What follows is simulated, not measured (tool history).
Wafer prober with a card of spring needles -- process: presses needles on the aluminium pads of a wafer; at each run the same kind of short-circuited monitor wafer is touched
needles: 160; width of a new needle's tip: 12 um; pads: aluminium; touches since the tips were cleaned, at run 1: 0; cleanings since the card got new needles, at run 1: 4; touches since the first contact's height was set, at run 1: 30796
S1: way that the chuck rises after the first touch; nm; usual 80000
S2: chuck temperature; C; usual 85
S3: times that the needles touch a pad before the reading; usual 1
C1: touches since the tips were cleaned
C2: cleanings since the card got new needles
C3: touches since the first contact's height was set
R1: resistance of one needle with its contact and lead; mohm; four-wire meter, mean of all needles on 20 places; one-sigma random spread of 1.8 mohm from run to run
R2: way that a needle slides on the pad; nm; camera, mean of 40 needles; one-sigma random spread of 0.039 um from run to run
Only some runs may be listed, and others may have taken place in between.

{"run": 1, "hour": 0.0, "S1": 80000, "S2": 85, "S3": 1, "C1": 0, "C2": 4, "C3": 30796, "R1": 192, "R2": 18400}
{"run": 2, "hour": 5.8, "S1": 80000, "S2": 85, "S3": 2, "C1": 2533, "C2": 4, "C3": 33329, "R1": 191, "R2": 18360}
{"hour": 15.1, "done": "tips cleaned on abrasive film"}
{"run": 3, "hour": 15.7, "S1": 80000, "S2": 74, "S3": 1, "C1": 263, "C2": 5, "C3": 37638, "R1": 188, "R2": 18400}
{"run": 4, "hour": 23.1, "S1": 80000, "S2": 85, "S3": 1, "C1": 3537, "C2": 5, "C3": 40912, "R1": 194, "R2": 18270}
{"hour": 30.0, "done": "tips cleaned on abrasive film"}
{"run": 5, "hour": 30.4, "S1": 99000, "S2": 85, "S3": 1, "C1": 193, "C2": 6, "C3": 44101, "R1": 191, "R2": 22590}
{"run": 6, "hour": 36.3, "S1": 99000, "S2": 85, "S3": 1, "C1": 2766, "C2": 6, "C3": 46674, "R1": 189, "R2": 22530}
{"hour": 45.0, "done": "tips cleaned on abrasive film"}
{"run": 7, "hour": 45.2, "S1": 80000, "S2": 85, "S3": 2, "C1": 75, "C2": 7, "C3": 50550, "R1": 193, "R2": 18280}
{"run": 8, "hour": 51.4, "S1": 80000, "S2": 85, "S3": 2, "C1": 2821, "C2": 7, "C3": 53296, "R1": 189, "R2": 18280}
{"hour": 60.1, "done": "tips cleaned on abrasive film"}
{"run": 9, "hour": 60.8, "S1": 99000, "S2": 85, "S3": 1, "C1": 322, "C2": 8, "C3": 57371, "R1": 187, "R2": 22600}
{"run": 10, "hour": 70.8, "S1": 80000, "S2": 85, "S3": 1, "C1": 4701, "C2": 8, "C3": 61750, "R1": 190, "R2": 18220}
{"hour": 75.6, "done": "tips cleaned on abrasive film"}
{"run": 11, "hour": 75.6, "S1": 80000, "S2": 85, "S3": 1, "C1": 0, "C2": 9, "C3": 63838, "R1": 192, "R2": 18140}
{"run": 12, "hour": 80.2, "S1": 92000, "S2": 35, "S3": 2, "C1": 2028, "C2": 9, "C3": 65866, "R1": 180, "R2": 20890}
{"run": 13, "hour": 86.0, "S1": 80000, "S2": 90, "S3": 1, "C1": 4576, "C2": 9, "C3": 68414, "R1": 191, "R2": 18140}
{"hour": 91.2, "done": "tips cleaned on abrasive film"}
{"run": 14, "hour": 94.3, "S1": 80000, "S2": 49, "S3": 1, "C1": 1356, "C2": 10, "C3": 72026, "R1": 181, "R2": 18060}
{"run": 15, "hour": 103.0, "S1": 64000, "S2": 47, "S3": 1, "C1": 5174, "C2": 10, "C3": 75844, "R1": 182, "R2": 14450}
{"hour": 106.2, "done": "tips cleaned on abrasive film"}
{"run": 16, "hour": 113.0, "S1": 70000, "S2": 72, "S3": 2, "C1": 2985, "C2": 11, "C3": 80202, "R1": 188, "R2": 15840}
{"hour": 121.6, "done": "tips cleaned on abrasive film"}
{"run": 17, "hour": 122.2, "S1": 70000, "S2": 72, "S3": 2, "C1": 269, "C2": 12, "C3": 84198, "R1": 189, "R2": 15760}
{"run": 18, "hour": 127.1, "S1": 70000, "S2": 72, "S3": 2, "C1": 2415, "C2": 12, "C3": 86344, "R1": 188, "R2": 15790}
{"run": 19, "hour": 131.5, "S1": 81000, "S2": 35, "S3": 2, "C1": 4348, "C2": 12, "C3": 88277, "R1": 180, "R2": 18200}
{"hour": 136.9, "done": "tips cleaned on abrasive film"}
{"run": 20, "hour": 140.9, "S1": 67000, "S2": 93, "S3": 1, "C1": 1751, "C2": 13, "C3": 92383, "R1": 194, "R2": 15050}
{"run": 21, "hour": 147.0, "S1": 80000, "S2": 47, "S3": 1, "C1": 4442, "C2": 13, "C3": 95074, "R1": 184, "R2": 17980}
{"hour": 152.0, "done": "tips cleaned on abrasive film"}
{"run": 22, "hour": 155.5, "S1": 80000, "S2": 47, "S3": 1, "C1": 1530, "C2": 14, "C3": 98737, "R1": 185, "R2": 17900}

Forecast each of these 4 alternatives for the next run:
{"run": "A", "hour": 165.4, "S1": 72000, "S2": 28, "S3": 1, "C1": 5897, "C2": 14, "C3": 103104, "R1": "?", "R2": "?"}
{"run": "B", "hour": 165.4, "S1": 79000, "S2": 92, "S3": 2, "C1": 5897, "C2": 14, "C3": 103104, "R1": "?", "R2": "?"}
{"run": "C", "hour": 165.4, "S1": 80000, "S2": 52, "S3": 1, "C1": 5897, "C2": 14, "C3": 103104, "R1": "?", "R2": "?"}
{"run": "D", "hour": 165.4, "S1": 72000, "S2": 58, "S3": 1, "C1": 5897, "C2": 14, "C3": 103104, "R1": "?", "R2": "?"}

run=A R1=179 R2=16120
run=B R1=197 R2=17700
run=C R1=183 R2=17930
run=D R1=185 R2=16100
With no hidden state in the tool, these same runs would have given:
run=A R1=178 R2=16560
run=B R1=197 R2=18180
run=C R1=183 R2=18410
run=D R1=185 R2=16540

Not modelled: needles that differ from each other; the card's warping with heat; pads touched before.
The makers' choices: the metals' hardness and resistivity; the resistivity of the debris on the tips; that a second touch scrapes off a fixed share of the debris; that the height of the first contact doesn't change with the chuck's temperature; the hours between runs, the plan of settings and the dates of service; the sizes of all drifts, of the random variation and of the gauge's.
